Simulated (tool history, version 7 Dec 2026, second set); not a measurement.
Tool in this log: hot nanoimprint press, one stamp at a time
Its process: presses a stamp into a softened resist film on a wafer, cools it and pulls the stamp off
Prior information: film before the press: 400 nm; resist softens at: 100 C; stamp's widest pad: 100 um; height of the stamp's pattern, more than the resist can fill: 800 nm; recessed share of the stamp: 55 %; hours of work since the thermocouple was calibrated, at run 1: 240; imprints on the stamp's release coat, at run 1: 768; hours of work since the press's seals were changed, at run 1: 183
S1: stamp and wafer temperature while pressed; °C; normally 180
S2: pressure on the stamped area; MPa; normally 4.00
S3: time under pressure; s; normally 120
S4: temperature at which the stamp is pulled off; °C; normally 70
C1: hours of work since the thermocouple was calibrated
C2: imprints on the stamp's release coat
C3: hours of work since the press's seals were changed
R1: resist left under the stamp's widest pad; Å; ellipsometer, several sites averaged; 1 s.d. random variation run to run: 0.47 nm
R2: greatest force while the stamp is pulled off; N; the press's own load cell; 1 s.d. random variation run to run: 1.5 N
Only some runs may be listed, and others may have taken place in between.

Run 1, hour 0.0: usual settings; C1 240; C2 768; C3 183. Result: R1 1604 Å, R2 178 N.
Run 2, hour 30.0: usual settings; C1 260; C2 869; C3 203. Result: R1 1599 Å, R2 180 N.
Run 3, hour 64.7: usual settings; C1 283; C2 987; C3 225. Result: R1 1609 Å, R2 179 N.
Run 4, hour 118.7: usual settings; C1 318; C2 1169; C3 261. Result: R1 1597 Å, R2 179 N.
Run 5, hour 159.2: usual settings but S4 75 °C; C1 345; C2 1306; C3 288. Result: R1 1595 Å, R2 167 N.
At hour 194.7: stamp cleaned and given a new release coat.
Run 6, hour 213.6: usual settings but S2 2.67 MPa; C1 377; C2 64; C3 319. Result: R1 1992 Å, R2 181 N.
Run 7, hour 256.2: usual settings but S2 2.67 MPa; C1 405; C2 208; C3 347. Result: R1 1984 Å, R2 179 N.
Run 8, hour 301.7: usual settings but S2 2.67 MPa; C1 435; C2 362; C3 377. Result: R1 1987 Å, R2 180 N.
Run 9, hour 360.2: usual settings but S2 2.67 MPa, S3 186 s; C1 473; C2 560; C3 416. Result: R1 1726 Å, R2 180 N.
At hour 385.7: plate thermocouple calibrated.
Run 10, hour 390.4: usual settings; C1 3; C2 652; C3 434. Result: R1 1593 Å, R2 176 N.
Run 11, hour 437.7: usual settings; C1 34; C2 811; C3 465. Result: R1 1601 Å, R2 179 N.
Run 12, hour 484.0: usual settings but S2 5.43 MPa, S4 75 °C; C1 65; C2 968; C3 495. Result: R1 1342 Å, R2 166 N.
Run 13, hour 514.5: usual settings but S1 170 °C, S2 5.43 MPa, S4 59 °C; C1 85; C2 1071; C3 515. Result: R1 1980 Å, R2 211 N.
Run 14, hour 555.9: usual settings but S1 190 °C, S2 5.52 MPa, S4 74 °C; C1 112; C2 1211; C3 543. Result: R1 922 Å, R2 169 N.
Run 15, hour 601.4: usual settings but S1 187 °C, S2 5.52 MPa, S4 67 °C; C1 142; C2 1365; C3 573. Result: R1 1022 Å, R2 188 N.
At hour 619.7: stamp cleaned and given a new release coat.
Run 16, hour 654.8: usual settings but S1 187 °C, S2 5.52 MPa, S4 67 °C; C1 173; C2 118; C3 604. Result: R1 1025 Å, R2 187 N.
Run 17, hour 685.6: usual settings but S3 79 s, S4 61 °C; C1 193; C2 223; C3 624. Result: R1 1831 Å, R2 202 N.
Run 18, hour 722.3: usual settings but S1 189 °C, S3 100 s; C1 217; C2 347; C3 648. Result: R1 1231 Å, R2 180 N.
Run 19, hour 780.3: usual settings but S1 189 °C, S3 100 s; C1 256; C2 543; C3 686. Result: R1 1234 Å, R2 178 N.
Run 20, hour 839.9: usual settings but S1 189 °C, S3 100 s; C1 295; C2 744; C3 726. Result: R1 1240 Å, R2 179 N.
Run 21, hour 889.8: usual settings but S1 169 °C, S2 4.97 MPa, S3 144 s, S4 65 °C; C1 328; C2 913; C3 758. Result: R1 2036 Å, R2 192 N.
Run 22, hour 932.0: usual settings but S1 173 °C, S2 4.91 MPa, S3 233 s; C1 355; C2 1056; C3 786. Result: R1 1471 Å, R2 179 N.

5 options for the next run, each taken on its own from the tool as it stands now. Forecast them:
Run A, hour 971.9: usual settings but S1 183 °C; C1 382; C2 1191; C3 812. Result: R1 ?, R2 ?.
Run B, hour 971.9: usual settings but S1 173 °C, S2 4.91 MPa, S3 171 s, S4 57 °C; C1 382; C2 1191; C3 812. Result: R1 ?, R2 ?.
Run C, hour 971.9: usual settings but S1 173 °C, S2 4.05 MPa, S3 204 s, S4 67 °C; C1 382; C2 1191; C3 812. Result: R1 ?, R2 ?.
Run D, hour 971.9: usual settings but S3 124 s; C1 382; C2 1191; C3 812. Result: R1 ?, R2 ?.
Run E, hour 971.9: usual settings but S1 173 °C, S2 4.91 MPa, S3 233 s, S4 56 °C; C1 382; C2 1191; C3 812. Result: R1 ?, R2 ?.

run    R1   R2
  A  1418  181
  B  1635  213
  C  1721  186
  D  1567  181
  E  1469  218
Without the tool's unlogged condition, the same runs would have read:
run    R1   R2
  A  1441  180
  B  1662  211
  C  1750  185
  D  1593  180
  E  1493  217
